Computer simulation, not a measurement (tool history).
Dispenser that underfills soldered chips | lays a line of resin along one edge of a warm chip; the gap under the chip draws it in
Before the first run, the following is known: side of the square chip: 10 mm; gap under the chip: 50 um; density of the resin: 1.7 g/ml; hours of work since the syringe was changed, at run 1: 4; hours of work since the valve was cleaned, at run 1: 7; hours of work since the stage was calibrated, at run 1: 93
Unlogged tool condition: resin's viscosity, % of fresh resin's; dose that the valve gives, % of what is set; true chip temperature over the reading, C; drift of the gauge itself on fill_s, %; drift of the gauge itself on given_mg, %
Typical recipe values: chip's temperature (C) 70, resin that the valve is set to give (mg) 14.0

run	hour	chip's temperature (C)	resin that the valve is set to give (mg)	hours of work since the syringe was changed	hours of work since the valve was cleaned	hours of work since the stage was calibrated	time until the resin shows at the far edge (s)	resin that the valve gave (mg)
1	0.0	70	14.0	4	7	93	62.7	13.92
# hour 3.7: new syringe of resin
2	6.8	70	14.0	2	12	97	58.0	13.80
# hour 12.4: new syringe of resin
3	17.9	70	14.0	4	20	106	63.9	13.79
# hour 21.1: new syringe of resin
4	24.9	70	18.0	3	25	111	57.6	17.57
# hour 30.0: new syringe of resin
5	30.3	70	18.0	0	29	115	49.8	17.56
6	37.2	70	18.0	5	34	120	68.7	17.59
# hour 38.5: new syringe of resin
7	46.7	70	16.7	6	41	127	70.8	16.26
# hour 47.8: new syringe of resin
8	55.8	70	16.7	6	48	133	69.3	16.04
# hour 56.6: new syringe of resin
# hour 66.1: new syringe of resin
9	67.2	70	12.9	1	56	142	53.2	12.29
# hour 75.4: new syringe of resin
10	77.9	70	12.9	2	64	149	56.5	12.26
11	83.2	70	12.9	6	68	153	71.8	12.24
# hour 84.6: new syringe of resin
# hour 94.0: new syringe of resin
12	95.0	70	12.9	1	76	162	52.6	12.11
# hour 102.9: new syringe of resin
13	106.2	70	12.9	3	85	170	58.0	12.07
# hour 112.1: new syringe of resin
14	112.9	70	12.9	1	89	175	52.9	12.03
# hour 121.7: new syringe of resin
# hour 123.7: dispensing valve cleaned and set on the balance
15	125.5	70	12.9	2	1	184	56.2	12.85
16	130.6	70	12.9	6	5	187	70.7	12.75
# hour 131.6: new syringe of resin
# hour 140.3: new syringe of resin
17	142.9	70	12.9	2	14	196	55.2	12.65
# hour 149.1: new syringe of resin
18	153.6	70	12.9	3	22	204	61.3	12.63
# hour 158.6: new syringe of resin
19	163.4	70	12.9	4	29	211	62.8	12.57
# hour 168.0: new syringe of resin
20	174.2	70	12.9	5	37	219	66.5	12.40
# hour 177.3: new syringe of resin
21	182.7	62	13.2	4	43	225	96.2	12.80
# hour 186.6: new syringe of resin
22	192.9	74	14.9	5	51	233	52.3	14.31
# hour 195.9: new syringe of resin
23	203.8	79	14.6	6	59	241	45.8	13.95
# hour 204.9: new syringe of resin
24	211.0	85	14.0	5	64	246	31.2	13.18
# hour 214.2: new syringe of resin
25	218.6	60	13.3	3	69	252	102.1	12.50
# hour 223.2: new syringe of resin
26	229.4	81	12.9	5	77	260	38.7	12.10
# hour 231.9: new syringe of resin
27	238.8	58	15.3	5	84	266	126.4	14.28
# hour 240.5: new syringe of resin
28	245.9	73	15.3	4	89	272	52.0	14.11
# hour 249.5: new syringe of resin
# hour 256.6: dispensing valve cleaned and set on the balance
29	257.0	67	16.7	5	0	279	77.0	16.81
# hour 259.4: new syringe of resin
30	263.4	67	16.7	3	5	284	66.6	16.71
# hour 268.4: new syringe of resin
31	271.6	56	13.6	2	11	290	112.5	13.46
# hour 277.4: new syringe of resin
32	281.1	59	12.8	3	18	296	100.4	12.51
# hour 286.6: new syringe of resin
33	289.6	61	12.6	2	24	303	93.3	12.43
# hour 295.4: new syringe of resin
34	295.4	61	12.7	0	28	307	79.1	12.45

Estimate the outcome of run 35 from the log above:
# hour 304.0: new syringe of resin
35	307.6	61	12.7	3	37	316	?	?

time until the resin shows at the far edge (s): 92.6
resin that the valve gave (mg): 12.16
With the hidden condition absent and the run-to-run variation left alone, this run would have shown time until the resin shows at the far edge (s) 81.2, resin that the valve gave (mg) 12.48.
